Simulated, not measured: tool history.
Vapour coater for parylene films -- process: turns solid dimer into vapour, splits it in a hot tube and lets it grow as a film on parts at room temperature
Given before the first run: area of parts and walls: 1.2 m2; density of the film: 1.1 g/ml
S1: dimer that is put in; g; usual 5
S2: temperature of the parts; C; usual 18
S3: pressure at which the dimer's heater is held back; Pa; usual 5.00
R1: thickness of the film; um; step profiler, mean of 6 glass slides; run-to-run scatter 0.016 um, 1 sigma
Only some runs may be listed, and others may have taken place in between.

{"run": 1, "hour": 0.0, "S1": 5, "S2": 18, "S3": 5.0, "R1": 1.8}
{"run": 2, "hour": 10.8, "S1": 5, "S2": 18, "S3": 2.13, "R1": 2.07}
{"run": 3, "hour": 34.0, "S1": 5, "S2": 14, "S3": 5.0, "R1": 2.23}
{"run": 4, "hour": 47.6, "S1": 5, "S2": 14, "S3": 5.0, "R1": 2.22}
{"run": 5, "hour": 66.8, "S1": 5, "S2": 14, "S3": 5.0, "R1": 2.2}
{"run": 6, "hour": 85.9, "S1": 5, "S2": 14, "S3": 5.0, "R1": 2.19}
{"run": 7, "hour": 96.3, "S1": 5, "S2": 14, "S3": 5.0, "R1": 2.18}
{"hour": 114.2, "done": "trap's valve overhauled"}
{"run": 8, "hour": 118.9, "S1": 5, "S2": 18, "S3": 5.0, "R1": 1.95}
{"run": 9, "hour": 131.2, "S1": 5, "S2": 18, "S3": 5.0, "R1": 1.96}
{"run": 10, "hour": 140.5, "S1": 5, "S2": 13, "S3": 5.0, "R1": 2.5}
{"run": 11, "hour": 150.3, "S1": 5, "S2": 18, "S3": 5.0, "R1": 1.95}
{"run": 12, "hour": 171.2, "S1": 5, "S2": 18, "S3": 5.0, "R1": 1.94}
{"run": 13, "hour": 184.7, "S1": 5, "S2": 18, "S3": 5.0, "R1": 1.96}
{"run": 14, "hour": 204.1, "S1": 5, "S2": 18, "S3": 5.0, "R1": 1.94}
{"run": 15, "hour": 225.2, "S1": 5, "S2": 18, "S3": 5.0, "R1": 1.94}
{"run": 16, "hour": 241.4, "S1": 5, "S2": 18, "S3": 2.23, "R1": 2.08}
{"run": 17, "hour": 262.0, "S1": 5, "S2": 18, "S3": 2.4, "R1": 2.08}
{"run": 18, "hour": 274.6, "S1": 5, "S2": 18, "S3": 5.0, "R1": 1.87}
{"run": 19, "hour": 290.0, "S1": 5, "S2": 18, "S3": 5.0, "R1": 1.9}
{"run": 20, "hour": 306.2, "S1": 5, "S2": 10, "S3": 5.0, "R1": 2.79}
{"run": 21, "hour": 318.8, "S1": 3, "S2": 18, "S3": 2.03, "R1": 1.25}
{"run": 22, "hour": 332.7, "S1": 3, "S2": 23, "S3": 2.03, "R1": 0.99}
{"run": 23, "hour": 347.3, "S1": 8, "S2": 10, "S3": 9.78, "R1": 4.08}
{"run": 24, "hour": 366.4, "S1": 8, "S2": 10, "S3": 9.78, "R1": 4.11}
{"run": 25, "hour": 384.2, "S1": 5, "S2": 11, "S3": 2.24, "R1": 2.93}
{"run": 26, "hour": 395.2, "S1": 8, "S2": 13, "S3": 4.83, "R1": 3.78}
{"run": 27, "hour": 406.8, "S1": 8, "S2": 17, "S3": 5.0, "R1": 3.12}
{"run": 28, "hour": 425.4, "S1": 6, "S2": 13, "S3": 8.48, "R1": 2.65}
{"run": 29, "hour": 438.5, "S1": 5, "S2": 27, "S3": 11.08, "R1": 1.06}
{"run": 30, "hour": 458.5, "S1": 5, "S2": 21, "S3": 11.08, "R1": 1.43}
{"run": 31, "hour": 479.1, "S1": 7, "S2": 21, "S3": 2.15, "R1": 2.45}
{"run": 32, "hour": 491.0, "S1": 2, "S2": 21, "S3": 2.15, "R1": 0.69}
{"run": 33, "hour": 508.1, "S1": 7, "S2": 25, "S3": 4.09, "R1": 1.8}
{"run": 34, "hour": 518.8, "S1": 5, "S2": 25, "S3": 2.91, "R1": 1.37}
{"run": 35, "hour": 531.2, "S1": 5, "S2": 14, "S3": 2.12, "R1": 2.46}
{"run": 36, "hour": 545.3, "S1": 5, "S2": 14, "S3": 2.12, "R1": 2.5}
{"run": 37, "hour": 566.7, "S1": 6, "S2": 23, "S3": 5.0, "R1": 1.68}
{"run": 38, "hour": 589.1, "S1": 7, "S2": 18, "S3": 5.0, "R1": 2.46}
{"run": 39, "hour": 610.8, "S1": 7, "S2": 18, "S3": 5.0, "R1": 2.46}
{"run": 40, "hour": 625.9, "S1": 7, "S2": 18, "S3": 5.0, "R1": 2.46}

A few steps of R1 between consecutive runs. Split each: what settings, incoming material and random variation would produce without the hidden state, and what is left over for the hidden state, along with gauge scatter present in only one of the two compared results (measured, and without hidden state):
Hidden conditions of the tool in this case: vapour lost through the trap's worn valve, %; true temperature of the parts over the reading, C; drift of the gauge itself on film_um, %.
Run 7 -> 8: S2 14 -> 18, trap's valve overhauled. R1 -0.23 um: hidden state +0.22, all else -0.45.
Run 22 -> 23: S1 3 -> 8, S2 23 -> 10, S3 2.03 -> 9.78. R1 +3.09 um: hidden state -0.22, all else +3.31.
Run 28 -> 29: S1 6 -> 5, S2 13 -> 27, S3 8.48 -> 11.08. R1 -1.59 um: hidden state +0.14, all else -1.73.
Run 31 -> 32: S1 7 -> 2. R1 -1.76 um: hidden state +0.17, all else -1.93.

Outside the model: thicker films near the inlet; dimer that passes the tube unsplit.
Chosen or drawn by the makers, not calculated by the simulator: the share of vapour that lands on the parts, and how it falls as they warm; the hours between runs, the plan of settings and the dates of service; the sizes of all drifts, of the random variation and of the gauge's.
